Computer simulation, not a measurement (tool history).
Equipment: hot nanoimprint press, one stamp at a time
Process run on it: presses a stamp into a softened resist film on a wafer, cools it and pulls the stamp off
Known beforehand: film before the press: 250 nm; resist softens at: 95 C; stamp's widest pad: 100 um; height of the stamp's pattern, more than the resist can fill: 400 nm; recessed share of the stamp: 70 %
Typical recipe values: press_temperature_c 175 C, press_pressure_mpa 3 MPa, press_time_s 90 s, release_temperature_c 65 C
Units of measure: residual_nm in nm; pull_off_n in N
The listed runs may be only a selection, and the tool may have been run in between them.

run	hour	press_temperature_c	press_pressure_mpa	press_time_s	release_temperature_c	residual_nm	pull_off_n
1	0	175	3	90	65	143.6	121
2	60.3	175	3	90	65	144	131
3	108	185	3	90	65	103.3	142
4	165	185	3	90	65	106.5	137
5	190.6	175	3	90	65	144.5	147
# hour 223: stamp cleaned and given a new release coat
6	255.1	175	3	90	65	147.6	118
7	295.3	175	1.97	90	65	165.2	126
8	351.4	175	1.97	90	65	165.5	128
9	403.5	175	1.97	90	65	165.9	138
10	451.2	175	1.97	90	65	165.4	139
# hour 458.2: plate thermocouple calibrated
11	505.8	175	1.97	90	65	163.1	146
# hour 516.6: stamp cleaned and given a new release coat
12	536.9	175	3	117	65	129.6	115
13	590.7	175	3	90	65	143.5	121
14	624.6	175	3	60	65	161.4	120
15	670.5	175	3	115	65	130.6	129
# hour 688.5: press's hydraulic seals changed and the load cell set to zero
16	715.9	175	3	115	65	130.4	139

What does the tool deliver on the next run?
17	774.8	184	3	90	58	?	?

{"run 17": {"residual_nm": 105.1, "pull_off_n": 158}}
With the hidden condition absent and the run-to-run variation left alone, this run would have shown residual_nm 103.7 nm, pull_off_n 128 N.
